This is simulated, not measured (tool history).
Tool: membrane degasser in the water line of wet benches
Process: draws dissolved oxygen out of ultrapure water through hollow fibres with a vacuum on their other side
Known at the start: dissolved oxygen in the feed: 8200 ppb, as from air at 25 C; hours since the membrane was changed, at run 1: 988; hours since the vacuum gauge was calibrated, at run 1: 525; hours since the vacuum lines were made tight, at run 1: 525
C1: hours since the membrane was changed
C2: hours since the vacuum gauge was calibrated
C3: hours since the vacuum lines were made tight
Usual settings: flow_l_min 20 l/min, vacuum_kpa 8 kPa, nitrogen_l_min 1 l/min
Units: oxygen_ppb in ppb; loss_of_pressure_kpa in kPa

run 1 day=0 | flow_l_min=20 vacuum_kpa=8 nitrogen_l_min=1 | C1=988 C2=525 C3=525 | oxygen_ppb=392 loss_of_pressure_kpa=27.22
run 2 day=1.792 | flow_l_min=20 vacuum_kpa=8 nitrogen_l_min=1 | C1=1031 C2=568 C3=568 | oxygen_ppb=393.1 loss_of_pressure_kpa=27.63
run 3 day=3.267 | flow_l_min=20 vacuum_kpa=8 nitrogen_l_min=1 | C1=1066 C2=604 C3=604 | oxygen_ppb=390.9 loss_of_pressure_kpa=26.98
run 4 day=5.588 | flow_l_min=20 vacuum_kpa=8 nitrogen_l_min=1 | C1=1122 C2=659 C3=659 | oxygen_ppb=391.8 loss_of_pressure_kpa=27.4
run 5 day=7.075 | flow_l_min=20 vacuum_kpa=15.5 nitrogen_l_min=1 | C1=1158 C2=695 C3=695 | oxygen_ppb=685.1 loss_of_pressure_kpa=27.35
run 6 day=9.275 | flow_l_min=14 vacuum_kpa=15.5 nitrogen_l_min=1 | C1=1211 C2=748 C3=748 | oxygen_ppb=441.5 loss_of_pressure_kpa=19.27
run 7 day=11.421 | flow_l_min=27 vacuum_kpa=8 nitrogen_l_min=1 | C1=1262 C2=799 C3=799 | oxygen_ppb=631.9 loss_of_pressure_kpa=36.69
run 8 day=13.625 | flow_l_min=20 vacuum_kpa=8 nitrogen_l_min=1 | C1=1315 C2=852 C3=852 | oxygen_ppb=394.5 loss_of_pressure_kpa=27.24
run 9 day=16.238 | flow_l_min=20 vacuum_kpa=8 nitrogen_l_min=1 | C1=1378 C2=915 C3=915 | oxygen_ppb=402.7 loss_of_pressure_kpa=26.81
run 10 day=17.667 | flow_l_min=20 vacuum_kpa=13.2 nitrogen_l_min=1 | C1=1412 C2=949 C3=949 | oxygen_ppb=601 loss_of_pressure_kpa=27.14
run 11 day=20.588 | flow_l_min=20 vacuum_kpa=8 nitrogen_l_min=0.61 | C1=1482 C2=1019 C3=1019 | oxygen_ppb=499.3 loss_of_pressure_kpa=27.29
run 12 day=23.138 | flow_l_min=20 vacuum_kpa=8 nitrogen_l_min=0.61 | C1=1543 C2=1080 C3=1080 | oxygen_ppb=506.4 loss_of_pressure_kpa=27.39
run 13 day=25.725 | flow_l_min=20 vacuum_kpa=8 nitrogen_l_min=0.61 | C1=1605 C2=1143 C3=1143 | oxygen_ppb=502 loss_of_pressure_kpa=27.32
run 14 day=27.208 | flow_l_min=20 vacuum_kpa=8 nitrogen_l_min=1 | C1=1641 C2=1178 C3=1178 | oxygen_ppb=400.9 loss_of_pressure_kpa=27.55
run 15 day=29.442 | flow_l_min=20 vacuum_kpa=8 nitrogen_l_min=1 | C1=1695 C2=1232 C3=1232 | oxygen_ppb=403.2 loss_of_pressure_kpa=26.85
run 16 day=31.321 | flow_l_min=20 vacuum_kpa=8 nitrogen_l_min=1 | C1=1740 C2=1277 C3=1277 | oxygen_ppb=392.8 loss_of_pressure_kpa=27.17
run 17 day=33.171 | flow_l_min=30 vacuum_kpa=8 nitrogen_l_min=2.38 | C1=1784 C2=1321 C3=1321 | oxygen_ppb=603.6 loss_of_pressure_kpa=41.33
run 18 day=34.492 | flow_l_min=20 vacuum_kpa=19.24 nitrogen_l_min=1 | C1=1816 C2=1353 C3=1353 | oxygen_ppb=848.1 loss_of_pressure_kpa=27.39
run 19 day=36.054 | flow_l_min=20 vacuum_kpa=19.24 nitrogen_l_min=1 | C1=1853 C2=1391 C3=1391 | oxygen_ppb=821.8 loss_of_pressure_kpa=27.41
run 20 day=38.996 | flow_l_min=14 vacuum_kpa=19.24 nitrogen_l_min=2.63 | C1=1924 C2=1461 C3=1461 | oxygen_ppb=274.2 loss_of_pressure_kpa=19.02
run 21 day=40.746 | flow_l_min=19 vacuum_kpa=8 nitrogen_l_min=0.42 | C1=1966 C2=1503 C3=1503 | oxygen_ppb=572.6 loss_of_pressure_kpa=26.24
run 22 day=42.008 | flow_l_min=19 vacuum_kpa=8 nitrogen_l_min=0.42 | C1=1996 C2=1533 C3=1533 | oxygen_ppb=564.6 loss_of_pressure_kpa=26.09
run 23 day=43.512 | flow_l_min=25 vacuum_kpa=8 nitrogen_l_min=0.8 | C1=2032 C2=1570 C3=1570 | oxygen_ppb=629.5 loss_of_pressure_kpa=34.59
run 24 day=44.742 | flow_l_min=20 vacuum_kpa=8 nitrogen_l_min=0.47 | C1=2062 C2=1599 C3=1599 | oxygen_ppb=571.2 loss_of_pressure_kpa=27.4
run 25 day=46.046 | flow_l_min=26 vacuum_kpa=5.04 nitrogen_l_min=1 | C1=2093 C2=1630 C3=1630 | oxygen_ppb=464.7 loss_of_pressure_kpa=35.65
run 26 day=48.246 | flow_l_min=26 vacuum_kpa=5.04 nitrogen_l_min=0.58 | C1=2146 C2=1683 C3=1683 | oxygen_ppb=518.6 loss_of_pressure_kpa=35.61
run 27 day=50.192 | flow_l_min=26 vacuum_kpa=5.04 nitrogen_l_min=0.58 | C1=2193 C2=1730 C3=1730 | oxygen_ppb=515 loss_of_pressure_kpa=35.54
run 28 day=52.996 | flow_l_min=28 vacuum_kpa=7.06 nitrogen_l_min=1 | C1=2260 C2=1797 C3=1797 | oxygen_ppb=644.9 loss_of_pressure_kpa=38.74
run 29 day=55.171 | flow_l_min=20 vacuum_kpa=8 nitrogen_l_min=0.57 | C1=2312 C2=1849 C3=1849 | oxygen_ppb=521.5 loss_of_pressure_kpa=27.63
run 30 day=57.338 | flow_l_min=23 vacuum_kpa=8 nitrogen_l_min=0.73 | C1=2364 C2=1901 C3=1901 | oxygen_ppb=571.9 loss_of_pressure_kpa=31.71

Run 31 comes next. What will it give?
run 31 day=59.904 | flow_l_min=23 vacuum_kpa=8 nitrogen_l_min=0.73 | C1=2426 C2=1963 C3=1963 | oxygen_ppb=? loss_of_pressure_kpa=?

Run 31 gave oxygen_ppb 570.7 ppb, loss_of_pressure_kpa 31.57 kPa.
Without the tool's hidden state the same run would have given oxygen_ppb 540.3 ppb, loss_of_pressure_kpa 30.7 kPa.

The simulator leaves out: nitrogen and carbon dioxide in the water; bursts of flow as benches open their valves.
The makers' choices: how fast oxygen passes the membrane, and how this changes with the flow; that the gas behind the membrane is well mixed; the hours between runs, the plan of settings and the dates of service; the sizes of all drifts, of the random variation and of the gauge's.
